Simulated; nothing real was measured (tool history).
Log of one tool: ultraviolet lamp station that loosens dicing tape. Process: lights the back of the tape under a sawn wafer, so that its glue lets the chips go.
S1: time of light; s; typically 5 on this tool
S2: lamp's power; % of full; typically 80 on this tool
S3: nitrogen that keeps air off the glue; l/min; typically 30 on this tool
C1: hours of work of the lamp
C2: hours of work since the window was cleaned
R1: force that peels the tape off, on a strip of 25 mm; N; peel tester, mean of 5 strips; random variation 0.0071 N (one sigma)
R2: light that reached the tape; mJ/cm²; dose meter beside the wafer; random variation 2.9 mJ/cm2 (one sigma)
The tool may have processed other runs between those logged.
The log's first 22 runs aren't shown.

run,hour,S1,S2,S3,C1,C2,R1,R2
23,316.6,5,80,54,390,113,0.221,434
24,331.9,5,80,56,400,123,0.210,432
25,347.0,2,82,10,409,132,2.721,177
26,369.4,2,82,10,422,145,2.673,174
27,387.3,3,80,15,433,156,1.148,258
28,406.6,9,80,15,445,168,0.196,768
29,427.7,5,69,45,457,180,0.282,375
30,442.6,5,78,24,466,189,0.293,422
31,463.0,8,78,12,479,202,0.196,674
32,486.9,8,78,12,493,216,0.201,671
33,498.0,8,70,11,500,223,0.249,597
34,512.1,8,70,11,508,231,0.252,607
35,528.8,2,94,12,518,241,1.989,209
36,543.7,5,71,27,527,250,0.322,388
37,556.7,4,80,30,535,258,0.372,347
38,569.5,4,80,35,543,266,0.343,347
39,585.2,8,91,33,552,275,0.175,785
40,596.0,8,91,33,559,282,0.179,784
41,616.1,4,94,54,571,294,0.228,406
42,639.0,8,79,30,585,308,0.179,672
43,656.9,6,79,30,596,319,0.210,508
44,677.0,6,79,30,608,331,0.219,511

Each row is a separate what-if for the run after 44, all from the same tool condition, not one after another. Results?
A,696.1,3,66,31,619,342,?,?
B,696.1,5,66,34,619,342,?,?
C,696.1,5,80,36,619,342,?,?

run,R1,R2
A,1.100,212
B,0.332,355
C,0.223,430
Take away the tool's hidden state, keep each run's random variation, and the runs would have read:
run,R1,R2
A,1.098,212
B,0.332,355
C,0.222,430
